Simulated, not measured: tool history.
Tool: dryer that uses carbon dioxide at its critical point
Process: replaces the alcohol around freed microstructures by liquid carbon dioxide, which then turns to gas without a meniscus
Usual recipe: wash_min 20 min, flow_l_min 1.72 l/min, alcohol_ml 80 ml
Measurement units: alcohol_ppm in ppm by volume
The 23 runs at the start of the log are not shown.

run   hour  wash_min  flow_l_min  alcohol_ml  alcohol_ppm
 24  290.7        13        2.02          34           73
 25  300.2        20        2.37          46           30
 26  309.8        20        2.37          46           23
 27  324.9        20        1.94          25           18
 28  342.0        17        1.47          47          121
 29  353.5        20        1.72          80           55
 30  369.8        30        2.12          80           19
 31  384.9        30        2.12          80           20
 32  398.9        13        1.07          90         1447
 33  406.3        30        1.72          80           27

Expected results for the next run?
 34  417.3        23        1.72          80            ?

Run 34 came out at alcohol_ppm 41 ppm by volume.
Without the tool's hidden state the same run would have given alcohol_ppm 15 ppm by volume.
